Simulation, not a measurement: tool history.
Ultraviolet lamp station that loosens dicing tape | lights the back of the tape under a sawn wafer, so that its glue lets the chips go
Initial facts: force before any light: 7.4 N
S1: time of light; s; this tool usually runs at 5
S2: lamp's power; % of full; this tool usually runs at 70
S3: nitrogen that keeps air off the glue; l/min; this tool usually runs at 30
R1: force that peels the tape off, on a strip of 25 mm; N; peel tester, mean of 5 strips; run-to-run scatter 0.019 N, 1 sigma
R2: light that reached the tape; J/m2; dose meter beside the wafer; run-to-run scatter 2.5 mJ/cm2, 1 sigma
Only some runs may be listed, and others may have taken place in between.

run    hour  S1  S2  S3     R1    R2
  1       0   5  70  30  2.114  1770
  2    76.1   5  70  30  2.108  1740
  3   160.6   5  70  30    2.2  1700
  4   215.3   5  70  30  2.256  1650
      246.8  -- lamp changed
  5   290.5   5  70  30  1.157  2700
  6   345.8   5  70  30  1.212  2640
  7   389.4   5  70  30  1.137  2620
  8   479.5   5  70  30  1.201  2550
  9   546.7   5  70  30   1.27  2470
 10   639.3   5  70  30  1.278  2460
 11   724.6   3  70  30    2.6  1450
      779.3  -- window cleaned of glue's vapour
 12   781.2   5  70  30  1.091  2740
 13   875.5   5  70  30  1.163  2670
 14   947.4   3  76  18  2.599  1720
 15  1009.9   3  76  18  2.568  1660
 16  1055.7   8  86  10  0.626  5010
 17  1113.9   3  86  14  2.528  1850
 18  1173.6   5  89  44  0.724  3110
 19  1249.9   5  89  44  0.742  3010
 20  1293.9   5  89  56  0.678  3020
 21  1357.8   3  90  24  2.265  1820
 22  1402.8   3  90  24  2.198  1790
 23  1495.6   3  90  24  2.338  1750
 24  1590.3   3  70  25  3.015  1300
 25  1631.1   9  70  12  0.945  3890
 26  1713.8   5  66  30  1.827  2010

For some of the steps in R1 from one run to the next: how much would appear even if the tool had no hidden state, given the settings, what came in and random variation, and how much remains for the hidden state plus any gauge scatter that the measured result and the result without hidden state don't share?
Hidden state at play: lamp's light, % of a new lamp's; light that the window lets through, % of a clean one's; drift of the gauge itself on peel_n, %; drift of the gauge itself on dose_mj_cm2, %.
Run 4 -> 5: lamp changed. R1 -1.099 N: hidden state -1.13, all else +0.031.
Run 11 -> 12: S1 3 -> 5, window cleaned of glue's vapour. R1 -1.509 N: hidden state -0.396, all else -1.113.
Run 15 -> 16: S1 3 -> 8, S2 76 -> 86, S3 18 -> 10. R1 -1.942 N: hidden state -0.2, all else -1.742.
Run 24 -> 25: S1 3 -> 9, S3 25 -> 12. R1 -2.07 N: hidden state -0.357, all else -1.713.
